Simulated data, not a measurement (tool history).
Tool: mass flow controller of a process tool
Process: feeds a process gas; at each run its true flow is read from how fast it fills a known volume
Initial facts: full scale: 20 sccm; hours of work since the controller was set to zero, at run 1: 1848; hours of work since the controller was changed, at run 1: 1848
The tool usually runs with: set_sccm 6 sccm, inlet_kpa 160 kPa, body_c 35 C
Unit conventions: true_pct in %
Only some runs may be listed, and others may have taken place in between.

run    hour  set_sccm  inlet_kpa  body_c  hours of work since the controller was set to zero  hours of work since the controller was changed  true_pct
  1     0.0         6        160      35                                                1848                                            1848     97.30
  2   210.3         6        160      35                                                1967                                            1967     97.28
  3   396.7         6        160      35                                                2073                                            2073     97.26
  4   579.7         6        160      35                                                2177                                            2177     97.20
  5   759.0        12        160      35                                                2278                                            2278     98.00
  6  1109.2         6        157      32                                                2477                                            2477     97.20
  7  1439.7         6        157      32                                                2664                                            2664     96.97
  8  1736.0         6        158      29                                                2832                                            2832     97.05
  9  2049.2         3        186      29                                                3010                                            3010     96.53
 10  2384.1         3        186      29                                                3200                                            3200     96.27

Branching from run 10: 5 alternative next runs. What would each branch give?
  A  2604.1         3        208      30                                                3325                                            3325         ?
  B  2604.1         6        160      29                                                3325                                            3325         ?
  C  2604.1         3        211      29                                                3325                                            3325         ?
  D  2604.1         8        192      29                                                3325                                            3325         ?
  E  2604.1        17        233      29                                                3325                                            3325         ?

run  true_pct
  A     96.23
  B     96.71
  C     96.44
  D     97.02
  E     98.38
Without the tool's unlogged condition, the same runs would have read:
run  true_pct
  A     97.21
  B     97.69
  C     97.42
  D     98.01
  E     99.39
